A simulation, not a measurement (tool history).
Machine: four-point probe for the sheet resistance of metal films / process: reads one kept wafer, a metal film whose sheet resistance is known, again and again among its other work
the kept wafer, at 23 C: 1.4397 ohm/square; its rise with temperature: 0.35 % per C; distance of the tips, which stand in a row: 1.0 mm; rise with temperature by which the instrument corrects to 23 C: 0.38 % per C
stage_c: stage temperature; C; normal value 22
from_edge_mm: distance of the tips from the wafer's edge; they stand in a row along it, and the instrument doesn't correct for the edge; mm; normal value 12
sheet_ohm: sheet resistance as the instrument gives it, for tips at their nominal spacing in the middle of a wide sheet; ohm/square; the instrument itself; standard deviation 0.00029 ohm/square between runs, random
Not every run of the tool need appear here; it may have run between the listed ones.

run 1 hour=0 | stage_c=22 from_edge_mm=12 | sheet_ohm=1.445274
run 2 hour=39 | stage_c=22 from_edge_mm=12 | sheet_ohm=1.445064
run 3 hour=91.7 | stage_c=22 from_edge_mm=12 | sheet_ohm=1.445814
run 4 hour=151.4 | stage_c=22 from_edge_mm=12 | sheet_ohm=1.445388
run 5 hour=204.6 | stage_c=22 from_edge_mm=24 | sheet_ohm=1.441135
run 6 hour=252 | stage_c=22 from_edge_mm=24 | sheet_ohm=1.441428
run 7 hour=288.2 | stage_c=30 from_edge_mm=24 | sheet_ohm=1.437693
run 8 hour=347.1 | stage_c=30 from_edge_mm=24 | sheet_ohm=1.436867
run 9 hour=376.3 | stage_c=22 from_edge_mm=14 | sheet_ohm=1.443874
run 10 hour=410.7 | stage_c=22 from_edge_mm=14 | sheet_ohm=1.443689
run 11 hour=445.2 | stage_c=22 from_edge_mm=14 | sheet_ohm=1.443315
run 12 hour=496.8 | stage_c=22 from_edge_mm=14 | sheet_ohm=1.444027
run 13 hour=547.4 | stage_c=22 from_edge_mm=14 | sheet_ohm=1.444256
run 14 hour=596.3 | stage_c=22 from_edge_mm=14 | sheet_ohm=1.443743
run 15 hour=642.4 | stage_c=22 from_edge_mm=14 | sheet_ohm=1.443588
run 16 hour=695.9 | stage_c=22 from_edge_mm=14 | sheet_ohm=1.444084
run 17 hour=721.4 | stage_c=22 from_edge_mm=12 | sheet_ohm=1.445458
run 18 hour=776.5 | stage_c=22 from_edge_mm=12 | sheet_ohm=1.445356
run 19 hour=826.4 | stage_c=22 from_edge_mm=12 | sheet_ohm=1.445247
run 20 hour=869.6 | stage_c=22 from_edge_mm=12 | sheet_ohm=1.445555
run 21 hour=927.7 | stage_c=22 from_edge_mm=12 | sheet_ohm=1.445028
run 22 hour=981.1 | stage_c=31 from_edge_mm=12 | sheet_ohm=1.441314
run 23 hour=1030.9 | stage_c=22 from_edge_mm=12 | sheet_ohm=1.445276
run 24 hour=1064.6 | stage_c=22 from_edge_mm=12 | sheet_ohm=1.445464
run 25 hour=1116.4 | stage_c=20 from_edge_mm=4 | sheet_ohm=1.487898
run 26 hour=1154.8 | stage_c=20 from_edge_mm=4 | sheet_ohm=1.487865
run 27 hour=1191.4 | stage_c=20 from_edge_mm=4 | sheet_ohm=1.487971
run 28 hour=1251.3 | stage_c=20 from_edge_mm=4 | sheet_ohm=1.488077
run 29 hour=1303.3 | stage_c=20 from_edge_mm=4 | sheet_ohm=1.4877
run 30 hour=1362.4 | stage_c=20 from_edge_mm=4 | sheet_ohm=1.487976
run 31 hour=1418.7 | stage_c=32 from_edge_mm=9 | sheet_ohm=1.444539
run 32 hour=1444.7 | stage_c=29 from_edge_mm=12 | sheet_ohm=1.442219
run 33 hour=1483.2 | stage_c=29 from_edge_mm=12 | sheet_ohm=1.441574
run 34 hour=1541.1 | stage_c=29 from_edge_mm=12 | sheet_ohm=1.441977
run 35 hour=1577.8 | stage_c=18 from_edge_mm=10 | sheet_ohm=1.449816
run 36 hour=1637.5 | stage_c=21 from_edge_mm=10 | sheet_ohm=1.448344
run 37 hour=1692 | stage_c=21 from_edge_mm=10 | sheet_ohm=1.448162
run 38 hour=1749.3 | stage_c=21 from_edge_mm=47 | sheet_ohm=1.441186
run 39 hour=1782.9 | stage_c=30 from_edge_mm=7 | sheet_ohm=1.451503
run 40 hour=1821 | stage_c=30 from_edge_mm=7 | sheet_ohm=1.450981
run 41 hour=1872.9 | stage_c=22 from_edge_mm=44 | sheet_ohm=1.439892
run 42 hour=1920.8 | stage_c=25 from_edge_mm=51 | sheet_ohm=1.43888
run 43 hour=1967.7 | stage_c=30 from_edge_mm=22 | sheet_ohm=1.437138
run 44 hour=2006.9 | stage_c=25 from_edge_mm=6 | sheet_ohm=1.460046
run 45 hour=2044 | stage_c=27 from_edge_mm=5 | sheet_ohm=1.467597
run 46 hour=2102 | stage_c=22 from_edge_mm=29 | sheet_ohm=1.441223

Not shown: 2 entries that the log had between the listed runs. Between which runs, and how does the tool's hidden state differ before and after?
After run 2, before run 3: new probe head fitted (hour 88.5)
  inner tips' distance over the nominal, %: -0.01 -> -0.007
After run 40, before run 41: stage's thermometer calibrated (hour 1853.6)
  no difference in the tool's unlogged condition between these two runs
